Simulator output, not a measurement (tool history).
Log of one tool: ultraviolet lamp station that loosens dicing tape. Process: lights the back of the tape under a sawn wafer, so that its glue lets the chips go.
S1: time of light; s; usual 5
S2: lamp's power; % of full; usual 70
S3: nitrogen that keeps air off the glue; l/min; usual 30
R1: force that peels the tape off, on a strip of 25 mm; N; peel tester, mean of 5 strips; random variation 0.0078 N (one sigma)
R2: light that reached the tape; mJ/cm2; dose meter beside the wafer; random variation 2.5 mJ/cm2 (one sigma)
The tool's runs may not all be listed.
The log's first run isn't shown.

{"run": 2, "day": 0.179, "S1": 5, "S2": 70, "S3": 19, "R1": 0.456, "R2": 281}
{"run": 3, "day": 0.467, "S1": 5, "S2": 70, "S3": 19, "R1": 0.473, "R2": 275}
{"run": 4, "day": 0.671, "S1": 5, "S2": 70, "S3": 19, "R1": 0.474, "R2": 278}
{"run": 5, "day": 0.958, "S1": 8, "S2": 70, "S3": 30, "R1": 0.132, "R2": 440}
{"run": 6, "day": 1.229, "S1": 8, "S2": 70, "S3": 30, "R1": 0.131, "R2": 441}
{"run": 7, "day": 1.646, "S1": 8, "S2": 70, "S3": 30, "R1": 0.128, "R2": 439}
{"run": 8, "day": 1.85, "S1": 8, "S2": 70, "S3": 30, "R1": 0.126, "R2": 437}
{"run": 9, "day": 2.25, "S1": 8, "S2": 70, "S3": 30, "R1": 0.128, "R2": 441}
{"run": 10, "day": 2.538, "S1": 8, "S2": 70, "S3": 30, "R1": 0.126, "R2": 441}
{"run": 11, "day": 2.804, "S1": 4, "S2": 70, "S3": 30, "R1": 0.578, "R2": 222}
{"run": 12, "day": 3.075, "S1": 3, "S2": 70, "S3": 30, "R1": 1, "R2": 165}
{"run": 13, "day": 3.438, "S1": 3, "S2": 70, "S3": 30, "R1": 1.023, "R2": 163}
{"run": 14, "day": 3.854, "S1": 5, "S2": 70, "S3": 30, "R1": 0.349, "R2": 274}
{"run": 15, "day": 4.042, "S1": 5, "S2": 70, "S3": 18, "R1": 0.516, "R2": 276}
{"run": 16, "day": 4.304, "S1": 5, "S2": 70, "S3": 17, "R1": 0.534, "R2": 271}
{"run": 17, "day": 4.704, "S1": 5, "S2": 70, "S3": 17, "R1": 0.523, "R2": 277}
{"run": 18, "day": 4.888, "S1": 8, "S2": 62, "S3": 13, "R1": 0.292, "R2": 389}

Forecast run 19:
{"run": 19, "day": 5.233, "S1": 8, "S2": 62, "S3": 13, "R1": "?", "R2": "?"}

R1: 0.291 N
R2: 387 mJ/cm2
Without the tool's hidden state the same run would have given R1 0.247 N, R2 414 mJ/cm2.
